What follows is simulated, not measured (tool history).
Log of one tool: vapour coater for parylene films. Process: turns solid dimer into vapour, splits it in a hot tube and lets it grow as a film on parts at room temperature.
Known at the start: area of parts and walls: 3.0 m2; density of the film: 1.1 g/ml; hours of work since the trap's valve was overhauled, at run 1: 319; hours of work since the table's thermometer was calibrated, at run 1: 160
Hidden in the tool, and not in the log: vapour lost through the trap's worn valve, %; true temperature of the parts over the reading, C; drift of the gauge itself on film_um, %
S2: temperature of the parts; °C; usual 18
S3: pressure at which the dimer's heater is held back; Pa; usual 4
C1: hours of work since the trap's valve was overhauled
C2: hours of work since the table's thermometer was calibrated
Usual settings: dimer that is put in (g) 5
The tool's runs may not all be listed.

{"run": 1, "hour": 0.0, "dimer that is put in (g)": 5, "S2": 18, "S3": 4, "C1": 319, "C2": 160, "thickness of the film (nm)": 759}
{"run": 2, "hour": 7.5, "dimer that is put in (g)": 5, "S2": 10, "S3": 4, "C1": 324, "C2": 165, "thickness of the film (nm)": 948}
{"run": 3, "hour": 15.1, "dimer that is put in (g)": 5, "S2": 10, "S3": 4.41, "C1": 329, "C2": 170, "thickness of the film (nm)": 942}
{"run": 4, "hour": 22.9, "dimer that is put in (g)": 5, "S2": 26, "S3": 4, "C1": 334, "C2": 175, "thickness of the film (nm)": 612}
{"run": 5, "hour": 31.5, "dimer that is put in (g)": 5, "S2": 26, "S3": 4, "C1": 339, "C2": 181, "thickness of the film (nm)": 606}
{"run": 6, "hour": 42.0, "dimer that is put in (g)": 5, "S2": 26, "S3": 4, "C1": 346, "C2": 187, "thickness of the film (nm)": 605}
{"run": 7, "hour": 54.0, "dimer that is put in (g)": 6, "S2": 12, "S3": 4.38, "C1": 354, "C2": 195, "thickness of the film (nm)": 1064}
{"run": 8, "hour": 63.1, "dimer that is put in (g)": 6, "S2": 12, "S3": 4.38, "C1": 360, "C2": 201, "thickness of the film (nm)": 1062}
{"run": 9, "hour": 78.4, "dimer that is put in (g)": 2, "S2": 23, "S3": 7.04, "C1": 370, "C2": 211, "thickness of the film (nm)": 249}
{"run": 10, "hour": 89.1, "dimer that is put in (g)": 6, "S2": 14, "S3": 4.85, "C1": 377, "C2": 218, "thickness of the film (nm)": 995}

Forecast run 11:
{"run": 11, "hour": 104.1, "dimer that is put in (g)": 6, "S2": 14, "S3": 4.85, "C1": 386, "C2": 228, "thickness of the film (nm)": "?"}

{"run 11": {"thickness of the film (nm)": 992}}
Without the tool's hidden state the same run would have given thickness of the film (nm) 1035.

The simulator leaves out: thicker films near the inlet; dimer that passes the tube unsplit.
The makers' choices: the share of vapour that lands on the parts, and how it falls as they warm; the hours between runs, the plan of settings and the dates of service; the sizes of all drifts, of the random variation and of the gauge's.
